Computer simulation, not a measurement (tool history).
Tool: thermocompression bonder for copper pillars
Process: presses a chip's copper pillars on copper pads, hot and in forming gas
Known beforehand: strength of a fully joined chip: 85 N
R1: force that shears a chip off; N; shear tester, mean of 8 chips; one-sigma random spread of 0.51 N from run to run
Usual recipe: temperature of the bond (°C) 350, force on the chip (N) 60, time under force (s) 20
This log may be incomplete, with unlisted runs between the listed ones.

{"run": 1, "day": 0.0, "temperature of the bond (°C)": 350, "force on the chip (N)": 60, "time under force (s)": 20, "R1": 54.6}
{"run": 2, "day": 2.108, "temperature of the bond (°C)": 350, "force on the chip (N)": 60, "time under force (s)": 20, "R1": 53.5}
{"day": 3.55, "done": "forming gas filter changed"}
{"run": 3, "day": 4.225, "temperature of the bond (°C)": 350, "force on the chip (N)": 60, "time under force (s)": 20, "R1": 57.1}
{"day": 5.862, "done": "heater calibrated with a thermocouple chip"}
{"run": 4, "day": 6.675, "temperature of the bond (°C)": 350, "force on the chip (N)": 59, "time under force (s)": 20, "R1": 53.7}
{"run": 5, "day": 7.9, "temperature of the bond (°C)": 350, "force on the chip (N)": 60, "time under force (s)": 20, "R1": 53.7}
{"run": 6, "day": 9.762, "temperature of the bond (°C)": 364, "force on the chip (N)": 60, "time under force (s)": 20, "R1": 57.4}
{"run": 7, "day": 10.983, "temperature of the bond (°C)": 364, "force on the chip (N)": 60, "time under force (s)": 20, "R1": 57.8}
{"run": 8, "day": 12.717, "temperature of the bond (°C)": 364, "force on the chip (N)": 60, "time under force (s)": 20, "R1": 56.7}
{"run": 9, "day": 13.754, "temperature of the bond (°C)": 364, "force on the chip (N)": 60, "time under force (s)": 19, "R1": 55.2}
{"day": 14.912, "done": "forming gas filter changed"}
{"run": 10, "day": 15.342, "temperature of the bond (°C)": 350, "force on the chip (N)": 41, "time under force (s)": 20, "R1": 40.1}
{"run": 11, "day": 17.354, "temperature of the bond (°C)": 350, "force on the chip (N)": 41, "time under force (s)": 20, "R1": 37.5}
{"run": 12, "day": 18.571, "temperature of the bond (°C)": 350, "force on the chip (N)": 52, "time under force (s)": 20, "R1": 48.8}
{"run": 13, "day": 20.312, "temperature of the bond (°C)": 350, "force on the chip (N)": 60, "time under force (s)": 40, "R1": 64.3}
{"run": 14, "day": 21.612, "temperature of the bond (°C)": 350, "force on the chip (N)": 60, "time under force (s)": 40, "R1": 64.4}
{"run": 15, "day": 22.95, "temperature of the bond (°C)": 350, "force on the chip (N)": 60, "time under force (s)": 40, "R1": 64.5}
{"run": 16, "day": 24.454, "temperature of the bond (°C)": 350, "force on the chip (N)": 50, "time under force (s)": 20, "R1": 46}
{"day": 26.083, "done": "forming gas filter changed"}
{"run": 17, "day": 26.888, "temperature of the bond (°C)": 350, "force on the chip (N)": 64, "time under force (s)": 20, "R1": 61.1}
{"run": 18, "day": 29.104, "temperature of the bond (°C)": 350, "force on the chip (N)": 60, "time under force (s)": 15, "R1": 52}
{"day": 29.346, "done": "force cell calibrated"}
{"run": 19, "day": 31.458, "temperature of the bond (°C)": 350, "force on the chip (N)": 60, "time under force (s)": 15, "R1": 52.6}
{"run": 20, "day": 32.808, "temperature of the bond (°C)": 360, "force on the chip (N)": 47, "time under force (s)": 20, "R1": 48.4}

What will run 21 give?
{"run": 21, "day": 34.362, "temperature of the bond (°C)": 336, "force on the chip (N)": 47, "time under force (s)": 20, "R1": "?"}

{"run 21": {"R1": 42.1}}
If the tool had no hidden condition, the same run with the same run-to-run variation would have returned R1 38.8 N.
